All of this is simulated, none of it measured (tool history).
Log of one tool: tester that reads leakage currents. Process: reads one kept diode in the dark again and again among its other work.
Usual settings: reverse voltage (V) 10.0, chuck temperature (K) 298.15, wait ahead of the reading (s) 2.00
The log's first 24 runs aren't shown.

run,hour,reverse voltage (V),chuck temperature (K),wait ahead of the reading (s),hours of work since the probe card was cleaned,hours of work since the tester was calibrated,hours of work since the chuck was calibrated,current that the tester gives (pA)
# hour 870.5: chuck's temperature calibrated
25,920.4,1.0,317.15,2.00,333,1363,26,14.77
26,967.6,1.0,317.15,2.00,358,1387,50,14.63
27,1015.2,2.1,305.15,0.59,383,1412,75,8.82
28,1054.3,1.7,298.15,6.22,403,1432,95,5.02
29,1079.2,1.7,298.15,6.22,416,1445,108,4.97
30,1129.2,17.6,298.15,0.46,442,1471,134,17.07
31,1182.3,17.6,295.15,0.48,469,1499,162,15.19
32,1225.5,17.6,295.15,0.48,492,1521,184,15.30
33,1271.4,1.5,327.15,0.48,516,1545,208,30.81
34,1298.5,1.5,327.15,0.48,530,1559,222,30.97
35,1329.2,5.1,327.15,8.54,546,1575,238,44.81
36,1356.3,3.2,298.15,0.67,560,1589,252,6.80
37,1410.1,6.5,298.15,0.65,588,1617,280,9.51
38,1448.5,2.2,319.15,3.90,608,1637,300,21.11
39,1477.0,10.0,320.15,5.34,622,1652,315,37.22

3 ways to go on from here, each from the tool as it stands after run 39. What would each give?
A,1500.0,14.9,298.15,2.00,634,1664,327,?
B,1500.0,10.5,298.15,9.95,634,1664,327,?
C,1500.0,10.0,298.15,0.52,634,1664,327,?

run,current that the tester gives (pA)
A,13.09
B,10.36
C,12.43
Without the tool's hidden state the same runs would have given:
run,current that the tester gives (pA)
A,10.48
B,8.59
C,10.78

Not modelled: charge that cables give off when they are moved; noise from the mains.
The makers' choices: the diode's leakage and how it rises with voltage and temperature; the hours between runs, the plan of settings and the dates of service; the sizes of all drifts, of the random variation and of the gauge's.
